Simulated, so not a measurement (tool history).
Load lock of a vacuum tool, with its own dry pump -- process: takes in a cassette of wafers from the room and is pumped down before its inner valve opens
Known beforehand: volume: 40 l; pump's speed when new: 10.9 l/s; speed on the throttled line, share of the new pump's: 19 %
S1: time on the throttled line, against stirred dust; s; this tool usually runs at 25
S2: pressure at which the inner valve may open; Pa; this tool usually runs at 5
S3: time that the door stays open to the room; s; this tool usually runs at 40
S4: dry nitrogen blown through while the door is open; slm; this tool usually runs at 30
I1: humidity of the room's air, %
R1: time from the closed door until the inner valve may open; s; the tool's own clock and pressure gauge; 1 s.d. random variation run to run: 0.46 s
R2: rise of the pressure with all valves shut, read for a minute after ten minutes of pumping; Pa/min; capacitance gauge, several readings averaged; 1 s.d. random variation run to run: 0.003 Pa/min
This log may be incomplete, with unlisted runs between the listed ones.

Run 1, hour 0.0: usual settings; I1 44.3. Result: R1 57.0 s, R2 0.013 Pa/min.
Run 2, hour 256.5: usual settings but S3 130 s; I1 43.6. Result: R1 56.7 s, R2 0.027 Pa/min.
Run 3, hour 376.4: usual settings; I1 48.4. Result: R1 57.1 s, R2 0.017 Pa/min.
Run 4, hour 636.8: usual settings; I1 44.4. Result: R1 57.6 s, R2 0.014 Pa/min.
Run 5, hour 879.9: usual settings but S1 18 s; I1 43.0. Result: R1 51.0 s, R2 0.015 Pa/min.
Run 6, hour 1044.7: usual settings but S1 18 s; I1 44.0. Result: R1 52.2 s, R2 0.013 Pa/min.
Run 7, hour 1222.7: usual settings but S1 18 s; I1 47.1. Result: R1 51.4 s, R2 0.014 Pa/min.
Run 8, hour 1373.0: usual settings but S1 18 s; I1 42.6. Result: R1 51.9 s, R2 0.018 Pa/min.
Run 9, hour 1598.4: usual settings but S3 41 s; I1 46.9. Result: R1 57.7 s, R2 0.011 Pa/min.
Run 10, hour 1800.3: usual settings but S2 7 Pa; I1 47.7. Result: R1 55.5 s, R2 0.009 Pa/min.
Run 11, hour 2042.9: usual settings but S2 7 Pa; I1 46.3. Result: R1 55.7 s, R2 0.014 Pa/min.
Run 12, hour 2187.1: usual settings but S2 7 Pa; I1 45.6. Result: R1 55.9 s, R2 0.016 Pa/min.
Run 13, hour 2366.7: usual settings but S2 7 Pa, S3 97 s; I1 42.3. Result: R1 55.9 s, R2 0.024 Pa/min.
Run 14, hour 2482.7: usual settings but S1 14 s; I1 46.7. Result: R1 49.2 s, R2 0.014 Pa/min.
Run 15, hour 2648.6: usual settings; I1 45.9. Result: R1 56.9 s, R2 0.021 Pa/min.
Run 16, hour 2902.1: usual settings; I1 42.0. Result: R1 57.4 s, R2 0.014 Pa/min.
Run 17, hour 3121.3: usual settings but S1 42 s, S3 110 s; I1 46.4. Result: R1 71.4 s, R2 0.022 Pa/min.
Run 18, hour 3294.2: usual settings but S1 42 s, S3 110 s; I1 41.3. Result: R1 70.9 s, R2 0.021 Pa/min.
Run 19, hour 3530.8: usual settings but S1 42 s, S3 69 s; I1 43.8. Result: R1 71.6 s, R2 0.016 Pa/min.
Run 20, hour 3709.5: usual settings but S3 156 s; I1 49.1. Result: R1 57.4 s, R2 0.025 Pa/min.
Run 21, hour 3966.3: usual settings but S1 16 s; I1 51.3. Result: R1 50.1 s, R2 0.014 Pa/min.
Run 22, hour 4077.7: usual settings but S1 27 s, S2 6 Pa, S3 58 s, S4 6 slm; I1 45.2. Result: R1 58.2 s, R2 0.026 Pa/min.
Run 23, hour 4258.1: usual settings but S1 27 s, S2 6 Pa, S3 58 s, S4 6 slm; I1 47.4. Result: R1 57.8 s, R2 0.028 Pa/min.
Run 24, hour 4512.5: usual settings but S1 24 s, S3 176 s, S4 7 slm; I1 48.2. Result: R1 56.3 s, R2 0.055 Pa/min.
Run 25, hour 4772.5: usual settings but S1 24 s, S3 176 s, S4 7 slm; I1 45.2. Result: R1 56.5 s, R2 0.055 Pa/min.
Run 26, hour 5002.9: usual settings but S1 24 s, S2 9 Pa, S3 181 s, S4 7 slm; I1 43.9. Result: R1 54.2 s, R2 0.052 Pa/min.
Run 27, hour 5243.6: usual settings but S1 19 s, S2 9 Pa; I1 42.4. Result: R1 49.6 s, R2 0.012 Pa/min.
Run 28, hour 5407.6: usual settings but S3 44 s, S4 40 slm; I1 46.6. Result: R1 57.1 s, R2 0.012 Pa/min.
Run 29, hour 5560.3: usual settings but S3 44 s, S4 40 slm; I1 42.2. Result: R1 57.5 s, R2 0.014 Pa/min.
Run 30, hour 5693.1: usual settings but S3 44 s, S4 40 slm; I1 47.9. Result: R1 57.8 s, R2 0.013 Pa/min.
Run 31, hour 5852.8: usual settings but S1 47 s, S3 44 s, S4 6 slm; I1 41.9. Result: R1 75.9 s, R2 0.017 Pa/min.
Run 32, hour 6020.6: usual settings but S1 36 s, S2 8 Pa, S3 129 s, S4 32 slm; I1 41.8. Result: R1 63.8 s, R2 0.018 Pa/min.

Predict each of these 5 candidate next runs independently; none follows another, all start after run 32:
Run A, hour 6195.0: usual settings but S1 36 s, S2 8 Pa, S3 87 s, S4 32 slm; I1 41.9. Result: R1 ?, R2 ?.
Run B, hour 6195.0: usual settings but S3 26 s, S4 7 slm; I1 46.5. Result: R1 ?, R2 ?.
Run C, hour 6195.0: usual settings but S2 8 Pa, S4 10 slm; I1 45.5. Result: R1 ?, R2 ?.
Run D, hour 6195.0: usual settings but S2 7 Pa, S3 61 s, S4 32 slm; I1 43.8. Result: R1 ?, R2 ?.
Run E, hour 6195.0: usual settings but S1 36 s, S2 8 Pa, S3 33 s, S4 32 slm; I1 43.0. Result: R1 ?, R2 ?.

run    R1     R2
  A  64.7  0.025
  B  56.8  0.019
  C  56.0  0.019
  D  55.5  0.016
  E  64.6  0.018
Without the tool's unlogged condition, the same runs would have read:
run    R1     R2
  A  64.7  0.024
  B  56.8  0.019
  C  55.9  0.018
  D  55.5  0.015
  E  64.6  0.017

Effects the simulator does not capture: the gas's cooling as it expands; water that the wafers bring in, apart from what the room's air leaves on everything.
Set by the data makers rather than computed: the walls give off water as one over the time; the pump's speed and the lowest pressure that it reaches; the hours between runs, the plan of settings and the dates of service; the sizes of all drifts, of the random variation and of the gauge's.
